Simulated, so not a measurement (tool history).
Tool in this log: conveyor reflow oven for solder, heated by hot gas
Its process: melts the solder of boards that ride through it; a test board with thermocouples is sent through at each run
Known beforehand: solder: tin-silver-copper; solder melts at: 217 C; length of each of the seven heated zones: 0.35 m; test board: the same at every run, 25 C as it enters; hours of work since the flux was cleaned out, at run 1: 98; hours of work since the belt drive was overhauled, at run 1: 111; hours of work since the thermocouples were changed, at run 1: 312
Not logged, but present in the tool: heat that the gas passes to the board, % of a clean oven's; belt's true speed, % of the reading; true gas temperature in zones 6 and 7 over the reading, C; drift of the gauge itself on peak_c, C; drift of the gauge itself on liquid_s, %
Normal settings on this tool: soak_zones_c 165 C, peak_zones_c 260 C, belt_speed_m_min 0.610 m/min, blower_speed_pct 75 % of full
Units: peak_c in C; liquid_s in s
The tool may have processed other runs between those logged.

run,hour,soak_zones_c,peak_zones_c,belt_speed_m_min,blower_speed_pct,hours of work since the flux was cleaned out,hours of work since the belt drive was overhauled,hours of work since the thermocouples were changed,peak_c,liquid_s
1,0.0,165,260,0.610,75,98,111,312,240.1,37.8
2,13.0,165,260,0.610,75,108,121,322,240.5,37.2
3,29.4,165,260,0.610,75,120,133,334,240.0,37.7
4,47.2,165,260,0.610,75,133,146,347,239.6,37.5
5,55.2,165,260,0.610,75,139,152,353,239.6,37.4
6,73.2,165,260,0.610,75,153,166,367,239.3,38.0
7,85.0,165,260,0.610,75,161,175,376,239.7,37.7
8,99.3,165,260,0.610,75,172,185,386,239.6,36.9
9,112.4,165,260,0.610,75,182,195,396,239.9,37.5
10,124.9,165,260,0.610,75,191,204,406,239.4,37.5
11,139.8,165,260,0.610,75,202,216,417,239.7,36.4
12,157.3,165,260,0.610,75,215,229,430,239.2,36.4
13,172.1,168,260,0.610,75,226,240,441,240.2,38.3
# hour 177.7: belt drive overhauled, speed set with a stopwatch
14,193.1,168,260,0.610,75,239,11,453,239.5,38.7
15,203.3,165,260,0.610,75,247,19,461,239.2,36.5
# hour 214.0: belt drive overhauled, speed set with a stopwatch, once more
16,219.9,165,260,0.610,75,256,4,470,238.0,35.8
17,227.8,165,260,0.610,75,262,10,476,238.0,35.8
18,238.4,173,260,0.610,79,270,18,484,241.4,41.1
19,246.2,165,269,0.641,52,276,24,490,237.1,30.1
20,254.2,174,269,0.641,61,282,30,496,241.8,38.2
21,268.7,173,262,0.537,77,293,41,507,246.6,53.6
22,278.6,164,266,0.593,60,300,48,514,240.7,37.8
23,296.9,169,266,0.601,69,314,62,528,243.8,42.5
# hour 316.3: flux residue cleaned out of gas plates and filters
24,318.0,169,266,0.601,69,1,74,540,246.4,44.6
25,334.4,165,255,0.528,75,14,86,552,241.9,47.7
26,347.6,165,255,0.528,75,23,96,562,241.4,47.4
27,363.3,161,273,0.552,68,35,108,574,252.6,53.0
28,370.9,165,260,0.576,75,41,113,580,242.8,44.3
29,379.3,176,273,0.557,52,47,120,586,251.0,55.1
30,397.5,165,254,0.668,77,61,133,599,233.3,26.9

For some of the steps in peak_c from one run to the next: how much would appear even if the tool had no hidden state, given the settings, what came in and random variation, and how much remains for the hidden state plus any gauge scatter that the measured result and the result without hidden state don't share?
Run 20 -> 21: soak_zones_c 174 -> 173, peak_zones_c 269 -> 262, belt_speed_m_min 0.641 -> 0.537, blower_speed_pct 61 -> 77. peak_c +4.8 C: hidden state +0.6, all else +4.2.
Run 21 -> 22: soak_zones_c 173 -> 164, peak_zones_c 262 -> 266, belt_speed_m_min 0.537 -> 0.593, blower_speed_pct 77 -> 60. peak_c -5.9 C: hidden state -0.6, all else -5.3.
Run 23 -> 24: flux residue cleaned out of gas plates and filters. peak_c +2.6 C: hidden state +2.8, all else -0.2.
Run 26 -> 27: soak_zones_c 165 -> 161, peak_zones_c 255 -> 273, belt_speed_m_min 0.528 -> 0.552, blower_speed_pct 75 -> 68. peak_c +11.2 C: hidden state -0.2, all else +11.4.
Run 27 -> 28: soak_zones_c 161 -> 165, peak_zones_c 273 -> 260, belt_speed_m_min 0.552 -> 0.576, blower_speed_pct 68 -> 75. peak_c -9.8 C: hidden state +0.0, all else -9.8.
Run 29 -> 30: soak_zones_c 176 -> 165, peak_zones_c 273 -> 254, belt_speed_m_min 0.557 -> 0.668, blower_speed_pct 52 -> 77. peak_c -17.7 C: hidden state -0.2, all else -17.5.

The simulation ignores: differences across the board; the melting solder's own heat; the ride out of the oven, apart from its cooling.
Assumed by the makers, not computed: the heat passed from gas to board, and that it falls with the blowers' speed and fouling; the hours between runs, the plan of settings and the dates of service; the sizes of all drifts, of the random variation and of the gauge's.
